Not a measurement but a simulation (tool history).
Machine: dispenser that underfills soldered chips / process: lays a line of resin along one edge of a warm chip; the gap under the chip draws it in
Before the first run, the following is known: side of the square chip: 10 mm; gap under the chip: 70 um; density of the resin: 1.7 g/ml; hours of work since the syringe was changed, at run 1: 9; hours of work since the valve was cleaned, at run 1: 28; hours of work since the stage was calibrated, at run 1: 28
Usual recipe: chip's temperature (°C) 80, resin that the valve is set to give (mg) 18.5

run,hour,chip's temperature (°C),resin that the valve is set to give (mg),hours of work since the syringe was changed,hours of work since the valve was cleaned,hours of work since the stage was calibrated,time until the resin shows at the far edge (s),resin that the valve gave (mg)
1,0.0,80,18.5,9,28,28,145.3,18.07
# hour 1.5: new syringe of resin
2,6.4,80,18.5,4,32,32,109.7,18.13
3,9.5,80,18.5,6,35,35,122.4,17.99
# hour 14.9: new syringe of resin
4,17.0,80,18.5,2,40,40,101.5,17.81
5,22.7,80,18.5,6,44,44,125.8,17.88
6,25.7,80,22.0,8,46,46,136.0,21.22
# hour 28.2: new syringe of resin
7,29.8,80,22.0,1,49,49,97.6,20.99
8,33.6,91,19.9,4,52,52,71.1,18.92
9,39.6,91,21.7,8,56,56,86.9,21.00
# hour 41.7: new syringe of resin
10,43.4,91,21.7,1,59,59,60.1,20.48
11,50.5,69,15.8,6,64,64,215.6,14.89
12,54.3,84,16.1,9,67,67,126.5,15.44
# hour 55.4: new syringe of resin
13,59.7,87,17.9,3,71,71,81.1,16.91
14,64.4,86,18.1,7,74,74,97.5,17.14

What if the next run were any one of these 5? Each begins from the tool's condition after run 14:
# hour 69.0: new syringe of resin
A,69.8,90,20.4,1,78,78,?,?
# hour 69.0: new syringe of resin
B,69.8,92,18.5,1,78,78,?,?
# hour 69.0: new syringe of resin
C,69.8,80,15.8,1,78,78,?,?
# hour 69.0: new syringe of resin
D,69.8,70,18.4,1,78,78,?,?
# hour 69.0: new syringe of resin
E,69.8,86,23.3,1,78,78,?,?

run,time until the resin shows at the far edge (s),resin that the valve gave (mg)
A,62.8,19.23
B,56.9,17.43
C,100.1,14.89
D,150.4,17.27
E,71.0,22.07
With the hidden condition removed and each run's random variation left untouched, the same runs would have given:
run,time until the resin shows at the far edge (s),resin that the valve gave (mg)
A,61.3,20.48
B,55.3,18.57
C,96.4,15.86
D,146.4,18.40
E,69.5,23.51

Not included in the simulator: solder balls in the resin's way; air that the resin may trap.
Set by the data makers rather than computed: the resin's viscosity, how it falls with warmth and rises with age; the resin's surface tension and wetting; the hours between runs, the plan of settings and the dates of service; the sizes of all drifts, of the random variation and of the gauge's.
